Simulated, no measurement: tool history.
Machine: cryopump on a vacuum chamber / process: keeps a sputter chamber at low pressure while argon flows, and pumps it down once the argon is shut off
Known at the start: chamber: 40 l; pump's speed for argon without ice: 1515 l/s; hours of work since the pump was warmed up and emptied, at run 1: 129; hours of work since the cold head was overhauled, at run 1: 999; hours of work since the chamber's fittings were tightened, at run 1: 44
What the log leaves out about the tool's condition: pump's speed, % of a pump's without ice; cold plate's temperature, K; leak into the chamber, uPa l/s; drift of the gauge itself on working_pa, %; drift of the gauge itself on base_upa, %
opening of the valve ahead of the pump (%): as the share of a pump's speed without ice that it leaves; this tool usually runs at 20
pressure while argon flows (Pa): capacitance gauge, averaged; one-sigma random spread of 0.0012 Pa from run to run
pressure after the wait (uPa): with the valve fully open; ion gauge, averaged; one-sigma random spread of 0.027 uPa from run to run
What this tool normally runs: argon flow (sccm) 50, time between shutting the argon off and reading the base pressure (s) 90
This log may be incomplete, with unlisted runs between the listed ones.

| run | hour | argon flow (sccm) | time between shutting the argon off and reading the base pressure (s) | opening of the valve ahead of the pump (%) | hours of work since the pump was warmed up and emptied | hours of work since the cold head was overhauled | hours of work since the chamber's fittings were tightened | pressure while argon flows (Pa) | pressure after the wait (uPa) |
|---|---|---|---|---|---|---|---|---|---|
| 1 | 0 | 50 | 90 | 20 | 129 | 999 | 44 | 0.2816 | 1.29 |
| 2 | 65.6 | 50 | 90 | 20 | 167 | 1037 | 82 | 0.281 | 1.37 |
| 3 | 143.5 | 50 | 90 | 20 | 213 | 1083 | 128 | 0.2831 | 1.36 |
| 4 | 207.9 | 50 | 90 | 20 | 250 | 1121 | 166 | 0.2833 | 1.41 |
| 5 | 296.3 | 50 | 54 | 20 | 302 | 1172 | 218 | 0.2847 | 2.21 |
| 6 | 358 | 47 | 54 | 20 | 338 | 1208 | 254 | 0.2684 | 2.22 |
| 7 | 420 | 47 | 54 | 20 | 375 | 1245 | 290 | 0.2666 | 2.2 |
| 8 | 505.1 | 50 | 162 | 41 | 424 | 1295 | 340 | 0.1431 | 1.15 |
| 9 | 595.1 | 41 | 26 | 43 | 477 | 1347 | 393 | 0.1136 | 4.13 |
| 10 | 689.4 | 54 | 56 | 45 | 532 | 1403 | 448 | 0.1431 | 2.39 |
| 11 | 747.1 | 50 | 55 | 45 | 566 | 1436 | 482 | 0.1322 | 2.48 |
| 12 | 802 | 50 | 55 | 45 | 598 | 1469 | 514 | 0.1329 | 2.45 |
| 13 | 901.3 | 82 | 26 | 24 | 657 | 1527 | 572 | 0.3953 | 4.44 |
| 14 | 982.6 | 20 | 26 | 21 | 704 | 1574 | 620 | 0.1115 | 4.46 |

4 ways to go on from here, each from the tool as it stands after run 14. What would each give?
| A | 1058.8 | 29 | 24 | 60 | 749 | 1619 | 664 | ? | ? |
| B | 1058.8 | 24 | 26 | 21 | 749 | 1619 | 664 | ? | ? |
| C | 1058.8 | 50 | 90 | 19 | 749 | 1619 | 664 | ? | ? |
| D | 1058.8 | 60 | 34 | 48 | 749 | 1619 | 664 | ? | ? |

| run | pressure while argon flows (Pa) | pressure after the wait (uPa) |
|---|---|---|
| A | 0.0606 | 4.96 |
| B | 0.1338 | 4.58 |
| C | 0.3074 | 1.89 |
| D | 0.1544 | 3.65 |
Had the tool no hidden state, the same runs would have come out as:
| run | pressure while argon flows (Pa) | pressure after the wait (uPa) |
|---|---|---|
| A | 0.0535 | 4.2 |
| B | 0.1279 | 3.83 |
| C | 0.295 | 1.18 |
| D | 0.1396 | 2.91 |
